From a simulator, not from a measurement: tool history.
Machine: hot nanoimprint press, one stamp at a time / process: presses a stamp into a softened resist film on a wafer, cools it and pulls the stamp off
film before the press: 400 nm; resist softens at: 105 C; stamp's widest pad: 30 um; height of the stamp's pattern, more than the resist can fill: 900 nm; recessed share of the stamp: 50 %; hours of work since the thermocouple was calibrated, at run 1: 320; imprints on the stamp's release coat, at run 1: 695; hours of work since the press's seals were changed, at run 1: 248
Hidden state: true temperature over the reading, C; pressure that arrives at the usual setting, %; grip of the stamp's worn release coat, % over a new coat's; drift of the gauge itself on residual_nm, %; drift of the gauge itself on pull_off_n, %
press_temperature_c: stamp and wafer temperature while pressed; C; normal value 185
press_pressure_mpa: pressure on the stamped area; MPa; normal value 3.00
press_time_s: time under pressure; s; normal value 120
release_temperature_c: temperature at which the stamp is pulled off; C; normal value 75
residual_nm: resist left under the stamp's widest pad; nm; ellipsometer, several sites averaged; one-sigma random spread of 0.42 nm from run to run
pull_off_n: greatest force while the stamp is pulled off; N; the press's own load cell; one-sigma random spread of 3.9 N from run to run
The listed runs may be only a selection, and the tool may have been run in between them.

run	hour	press_temperature_c	press_pressure_mpa	press_time_s	release_temperature_c	hours of work since the thermocouple was calibrated	imprints on the stamp's release coat	hours of work since the press's seals were changed	residual_nm	pull_off_n
1	0.0	185	3.00	120	75	320	695	248	159.6	235
2	9.5	185	3.00	120	65	326	712	254	159.7	283
3	17.7	185	3.00	120	65	330	727	258	159.9	295
4	25.4	185	3.00	120	65	334	741	262	160.2	284
5	33.3	185	3.00	120	75	339	755	267	159.8	238
6	43.6	185	3.00	120	75	344	773	272	159.5	233
7	51.8	185	3.00	130	75	349	788	277	154.7	240
8	58.6	185	3.00	130	75	353	801	280	154.9	240
9	67.7	185	3.00	130	75	358	817	285	155.1	239
10	72.9	185	3.00	120	75	360	826	288	159.6	231
11	82.7	185	3.00	120	75	366	844	294	159.7	243
# hour 86.7: plate thermocouple calibrated
12	94.2	185	3.00	120	75	4	859	298	161.2	240
13	103.3	185	3.00	120	75	9	876	303	160.7	248
14	109.7	185	3.00	120	75	13	887	307	161.7	245
15	120.5	185	3.00	120	75	19	907	313	161.5	246
16	129.0	195	2.53	65	72	23	922	317	176.3	255
17	136.0	185	3.00	92	66	27	935	321	177.3	291
18	141.5	185	3.00	92	66	30	944	324	179.0	303
# hour 152.8: plate thermocouple calibrated, once more
19	154.5	180	2.78	138	62	1	962	330	175.7	319
20	162.7	185	3.17	138	62	5	977	334	145.4	317
21	169.3	185	2.93	99	75	9	989	338	172.1	237
22	180.2	185	2.93	99	75	15	1009	344	171.4	248
23	188.9	186	3.00	120	64	20	1024	349	154.1	309
24	197.1	186	2.92	126	64	24	1039	353	152.3	315
25	206.0	186	2.92	126	64	29	1055	358	153.8	311
26	216.0	186	2.92	126	64	35	1073	364	153.4	323
27	223.0	186	2.92	126	64	39	1086	367	153.7	313
28	235.2	196	3.00	120	63	45	1108	374	122.8	327
29	244.4	196	3.00	120	63	50	1124	379	122.9	316
30	252.1	196	3.00	120	63	54	1138	383	123.9	332

Branching from run 30: 4 alternative next runs. What would each branch give?
A	257.3	177	3.00	120	68	57	1148	386	?	?
B	257.3	185	3.00	120	75	57	1148	386	?	?
C	257.3	185	1.89	210	75	57	1148	386	?	?
D	257.3	196	3.00	120	67	57	1148	386	?	?

run	residual_nm	pull_off_n
A	193.3	307
B	158.5	256
C	162.8	261
D	122.8	302
Had the tool no hidden state, the same runs would have come out as:
run	residual_nm	pull_off_n
A	190.3	226
B	155.9	188
C	160.8	192
D	120.8	222
